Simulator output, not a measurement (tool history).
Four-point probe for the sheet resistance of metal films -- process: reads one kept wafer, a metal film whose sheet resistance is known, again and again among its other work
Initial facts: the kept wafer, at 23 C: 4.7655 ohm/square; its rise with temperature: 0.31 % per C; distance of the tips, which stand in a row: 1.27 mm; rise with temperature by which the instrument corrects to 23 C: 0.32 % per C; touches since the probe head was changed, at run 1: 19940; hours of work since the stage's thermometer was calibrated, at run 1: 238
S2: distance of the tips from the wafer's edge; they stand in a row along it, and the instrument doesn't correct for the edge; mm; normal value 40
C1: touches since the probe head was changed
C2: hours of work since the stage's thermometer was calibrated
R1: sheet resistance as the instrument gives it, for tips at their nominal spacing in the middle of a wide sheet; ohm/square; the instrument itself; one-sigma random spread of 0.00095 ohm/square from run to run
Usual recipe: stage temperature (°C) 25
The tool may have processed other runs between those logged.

Run 1, day 0.000: usual settings; C1 19940; C2 238. Result: R1 4.767775 ohm/square.
Run 2, day 0.917: usual settings; C1 20461; C2 248. Result: R1 4.765703 ohm/square.
Run 3, day 1.854: usual settings; C1 20992; C2 258. Result: R1 4.767838 ohm/square.
Run 4, day 2.838: usual settings but stage temperature (°C) 30; C1 21550; C2 268. Result: R1 4.765488 ohm/square.
Run 5, day 3.608: usual settings but stage temperature (°C) 30; C1 21988; C2 276. Result: R1 4.764177 ohm/square.
Run 6, day 4.329: usual settings; C1 22398; C2 284. Result: R1 4.767671 ohm/square.
Run 7, day 5.238: usual settings but stage temperature (°C) 26, S2 5 mm; C1 22914; C2 293. Result: R1 4.924256 ohm/square.
Run 8, day 6.158: usual settings but stage temperature (°C) 26, S2 5 mm; C1 23436; C2 303. Result: R1 4.924225 ohm/square.
Run 9, day 6.588: usual settings but stage temperature (°C) 26, S2 57 mm; C1 23680; C2 307. Result: R1 4.766527 ohm/square.
Run 10, day 7.438: usual settings but stage temperature (°C) 26, S2 57 mm; C1 24162; C2 316. Result: R1 4.765564 ohm/square.
Run 11, day 8.362: usual settings but stage temperature (°C) 21, S2 4 mm; C1 24688; C2 326. Result: R1 5.010722 ohm/square.
Run 12, day 8.771: usual settings but stage temperature (°C) 21, S2 4 mm; C1 24918; C2 330. Result: R1 5.012078 ohm/square.

5 ways to go on from here, each from the tool as it stands after run 12. What would each give?
Run A, day 9.733: usual settings but S2 74 mm; C1 25465; C2 340. Result: R1 ?.
Run B, day 9.733: usual settings but stage temperature (°C) 20, S2 30 mm; C1 25465; C2 340. Result: R1 ?.
Run C, day 9.733: usual settings but stage temperature (°C) 22, S2 6 mm; C1 25465; C2 340. Result: R1 ?.
Run D, day 9.733: usual settings but stage temperature (°C) 21, S2 12 mm; C1 25465; C2 340. Result: R1 ?.
Run E, day 9.733: usual settings but stage temperature (°C) 22, S2 12 mm; C1 25465; C2 340. Result: R1 ?.

run        R1
  A  4.764378
  B  4.771734
  C  4.877804
  D  4.794019
  E  4.794867
What these runs would have given with no unlogged condition in the tool:
run        R1
  A  4.764549
  B  4.771905
  C  4.877979
  D  4.794191
  E  4.795039
